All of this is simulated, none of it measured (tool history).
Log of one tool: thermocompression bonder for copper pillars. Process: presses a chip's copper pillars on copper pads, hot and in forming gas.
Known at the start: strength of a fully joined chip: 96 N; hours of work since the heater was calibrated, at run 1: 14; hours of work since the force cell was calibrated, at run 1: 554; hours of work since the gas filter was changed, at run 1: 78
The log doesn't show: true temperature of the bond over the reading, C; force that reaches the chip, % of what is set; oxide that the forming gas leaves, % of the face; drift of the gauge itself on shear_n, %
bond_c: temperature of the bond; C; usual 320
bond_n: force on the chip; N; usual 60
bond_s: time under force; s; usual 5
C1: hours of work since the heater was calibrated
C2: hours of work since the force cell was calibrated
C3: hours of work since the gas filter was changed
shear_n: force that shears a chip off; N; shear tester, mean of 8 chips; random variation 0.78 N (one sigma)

{"run": 1, "day": 0.0, "bond_c": 320, "bond_n": 60, "bond_s": 5, "C1": 14, "C2": 554, "C3": 78, "shear_n": 68.4}
{"run": 2, "day": 0.325, "bond_c": 320, "bond_n": 60, "bond_s": 5, "C1": 17, "C2": 558, "C3": 81, "shear_n": 67.8}
{"run": 3, "day": 0.675, "bond_c": 320, "bond_n": 60, "bond_s": 10, "C1": 20, "C2": 561, "C3": 85, "shear_n": 78.9}
{"run": 4, "day": 1.062, "bond_c": 320, "bond_n": 60, "bond_s": 5, "C1": 24, "C2": 565, "C3": 89, "shear_n": 69}
{"run": 5, "day": 1.358, "bond_c": 320, "bond_n": 60, "bond_s": 5, "C1": 27, "C2": 568, "C3": 92, "shear_n": 67.5}
{"run": 6, "day": 1.65, "bond_c": 320, "bond_n": 60, "bond_s": 5, "C1": 30, "C2": 571, "C3": 95, "shear_n": 68.5}
{"run": 7, "day": 2.029, "bond_c": 320, "bond_n": 60, "bond_s": 5, "C1": 34, "C2": 575, "C3": 98, "shear_n": 67.5}
{"run": 8, "day": 2.446, "bond_c": 320, "bond_n": 60, "bond_s": 5, "C1": 38, "C2": 579, "C3": 103, "shear_n": 67.3}
{"run": 9, "day": 2.733, "bond_c": 320, "bond_n": 60, "bond_s": 3, "C1": 41, "C2": 582, "C3": 106, "shear_n": 58.4}
{"run": 10, "day": 3.088, "bond_c": 320, "bond_n": 60, "bond_s": 3, "C1": 45, "C2": 586, "C3": 109, "shear_n": 59.3}
{"run": 11, "day": 3.317, "bond_c": 326, "bond_n": 60, "bond_s": 5, "C1": 47, "C2": 588, "C3": 111, "shear_n": 71.3}
{"run": 12, "day": 3.654, "bond_c": 320, "bond_n": 68, "bond_s": 5, "C1": 50, "C2": 591, "C3": 115, "shear_n": 74.3}
{"run": 13, "day": 3.896, "bond_c": 320, "bond_n": 60, "bond_s": 5, "C1": 53, "C2": 594, "C3": 117, "shear_n": 68.6}
{"run": 14, "day": 4.133, "bond_c": 320, "bond_n": 60, "bond_s": 5, "C1": 55, "C2": 596, "C3": 120, "shear_n": 68.1}
{"run": 15, "day": 4.488, "bond_c": 320, "bond_n": 60, "bond_s": 5, "C1": 59, "C2": 600, "C3": 123, "shear_n": 66.6}
{"run": 16, "day": 4.779, "bond_c": 320, "bond_n": 60, "bond_s": 5, "C1": 62, "C2": 603, "C3": 126, "shear_n": 68.1}
{"run": 17, "day": 5.1, "bond_c": 345, "bond_n": 60, "bond_s": 5, "C1": 65, "C2": 606, "C3": 129, "shear_n": 78.1}
{"run": 18, "day": 5.458, "bond_c": 345, "bond_n": 60, "bond_s": 5, "C1": 69, "C2": 610, "C3": 133, "shear_n": 79.7}
{"run": 19, "day": 5.854, "bond_c": 316, "bond_n": 60, "bond_s": 5, "C1": 73, "C2": 614, "C3": 137, "shear_n": 65.5}
{"run": 20, "day": 6.138, "bond_c": 316, "bond_n": 60, "bond_s": 5, "C1": 76, "C2": 616, "C3": 140, "shear_n": 65.9}
{"run": 21, "day": 6.55, "bond_c": 343, "bond_n": 60, "bond_s": 4, "C1": 80, "C2": 621, "C3": 144, "shear_n": 76.1}
{"run": 22, "day": 6.858, "bond_c": 343, "bond_n": 60, "bond_s": 4, "C1": 83, "C2": 624, "C3": 147, "shear_n": 75.1}
{"run": 23, "day": 7.112, "bond_c": 343, "bond_n": 60, "bond_s": 4, "C1": 85, "C2": 626, "C3": 150, "shear_n": 75.6}
{"run": 24, "day": 7.383, "bond_c": 297, "bond_n": 60, "bond_s": 4, "C1": 88, "C2": 629, "C3": 152, "shear_n": 51.6}
{"run": 25, "day": 7.588, "bond_c": 297, "bond_n": 60, "bond_s": 4, "C1": 90, "C2": 631, "C3": 155, "shear_n": 51}
{"day": 7.688, "done": "force cell calibrated"}
{"run": 26, "day": 7.846, "bond_c": 320, "bond_n": 60, "bond_s": 7, "C1": 92, "C2": 2, "C3": 157, "shear_n": 73.9}
{"run": 27, "day": 8.183, "bond_c": 304, "bond_n": 75, "bond_s": 7, "C1": 96, "C2": 5, "C3": 160, "shear_n": 75.3}
{"run": 28, "day": 8.388, "bond_c": 314, "bond_n": 41, "bond_s": 7, "C1": 98, "C2": 7, "C3": 162, "shear_n": 53.7}
{"run": 29, "day": 8.817, "bond_c": 312, "bond_n": 60, "bond_s": 3, "C1": 102, "C2": 11, "C3": 166, "shear_n": 53.5}
{"run": 30, "day": 9.033, "bond_c": 325, "bond_n": 50, "bond_s": 5, "C1": 104, "C2": 14, "C3": 169, "shear_n": 63.2}
{"run": 31, "day": 9.288, "bond_c": 325, "bond_n": 50, "bond_s": 5, "C1": 107, "C2": 16, "C3": 171, "shear_n": 63.3}
{"day": 9.754, "done": "force cell calibrated, once more"}
{"run": 32, "day": 9.783, "bond_c": 325, "bond_n": 89, "bond_s": 7, "C1": 111, "C2": 0, "C3": 175, "shear_n": 85.2}
{"run": 33, "day": 10.242, "bond_c": 297, "bond_n": 60, "bond_s": 3, "C1": 116, "C2": 5, "C3": 180, "shear_n": 44.2}
{"run": 34, "day": 10.646, "bond_c": 334, "bond_n": 60, "bond_s": 3, "C1": 120, "C2": 9, "C3": 184, "shear_n": 63.9}
{"run": 35, "day": 10.9, "bond_c": 320, "bond_n": 60, "bond_s": 10, "C1": 122, "C2": 12, "C3": 187, "shear_n": 76.6}
{"run": 36, "day": 11.154, "bond_c": 310, "bond_n": 44, "bond_s": 11, "C1": 125, "C2": 14, "C3": 189, "shear_n": 61}
{"run": 37, "day": 11.558, "bond_c": 317, "bond_n": 44, "bond_s": 11, "C1": 129, "C2": 18, "C3": 193, "shear_n": 65}
{"run": 38, "day": 11.812, "bond_c": 320, "bond_n": 50, "bond_s": 10, "C1": 132, "C2": 21, "C3": 196, "shear_n": 68.1}
{"run": 39, "day": 12.167, "bond_c": 335, "bond_n": 60, "bond_s": 5, "C1": 135, "C2": 24, "C3": 199, "shear_n": 72.3}
{"run": 40, "day": 12.458, "bond_c": 296, "bond_n": 40, "bond_s": 12, "C1": 138, "C2": 27, "C3": 202, "shear_n": 51.5}

Forecast each of these 4 alternatives for the next run:
{"run": "A", "day": 12.867, "bond_c": 322, "bond_n": 53, "bond_s": 4, "C1": 142, "C2": 31, "C3": 207, "shear_n": "?"}
{"run": "B", "day": 12.867, "bond_c": 311, "bond_n": 43, "bond_s": 10, "C1": 142, "C2": 31, "C3": 207, "shear_n": "?"}
{"run": "C", "day": 12.867, "bond_c": 316, "bond_n": 40, "bond_s": 5, "C1": 142, "C2": 31, "C3": 207, "shear_n": "?"}
{"run": "D", "day": 12.867, "bond_c": 290, "bond_n": 60, "bond_s": 3, "C1": 142, "C2": 31, "C3": 207, "shear_n": "?"}

run=A shear_n=57.5
run=B shear_n=58.3
run=C shear_n=46.2
run=D shear_n=41.5
Without the tool's hidden state the same runs would have given:
run=A shear_n=59.3
run=B shear_n=60.1
run=C shear_n=47.6
run=D shear_n=42.7
